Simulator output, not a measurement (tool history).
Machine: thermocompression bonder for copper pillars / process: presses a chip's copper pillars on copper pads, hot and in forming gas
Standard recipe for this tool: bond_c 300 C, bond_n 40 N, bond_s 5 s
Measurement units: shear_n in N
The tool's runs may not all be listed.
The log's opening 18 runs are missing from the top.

run	hour	bond_c	bond_n	bond_s	hours of work since the heater was calibrated	hours of work since the force cell was calibrated	hours of work since the gas filter was changed	shear_n
19	216.6	300	40	7	457	103	74	108.3
20	229.9	300	40	5	463	109	80	99.5
21	240.2	300	38	9	468	113	84	109.0
22	257.1	300	38	9	475	121	91	110.5
23	272.9	282	38	6	482	127	98	88.4
24	288.7	306	40	11	488	134	105	118.7
25	296.7	329	30	6	492	138	108	103.5
26	304.2	329	37	14	495	141	112	128.1
27	317.0	329	37	14	500	146	117	130.3
28	329.9	329	37	14	506	152	123	128.0
29	342.3	329	37	14	511	157	128	126.2
30	350.9	307	55	3	515	161	132	113.4
31	365.8	316	40	5	521	167	138	110.2
32	373.7	278	40	10	525	171	141	101.4
33	383.6	278	40	10	529	175	146	101.0
34	396.1	281	26	3	534	180	151	47.2
35	410.9	281	26	5	541	187	157	56.9
# hour 417.5: forming gas filter changed
36	427.1	300	46	5	547	193	4	110.7
37	442.7	300	46	5	554	200	11	108.9
38	457.0	280	40	12	560	206	17	106.2
39	472.0	300	39	4	567	213	23	92.7
40	482.5	291	25	5	571	217	28	61.8

4 ways to go on from here, each from the tool as it stands after run 40. What would each give?
A	497.1	307	48	8	578	223	34	?
B	497.1	270	32	7	578	223	34	?
C	497.1	300	40	12	578	223	34	?
D	497.1	318	26	6	578	223	34	?

run	shear_n
A	122.4
B	70.2
C	118.3
D	87.7
With no hidden state in the tool, these same runs would have given:
run	shear_n
A	122.4
B	70.2
C	118.3
D	87.7
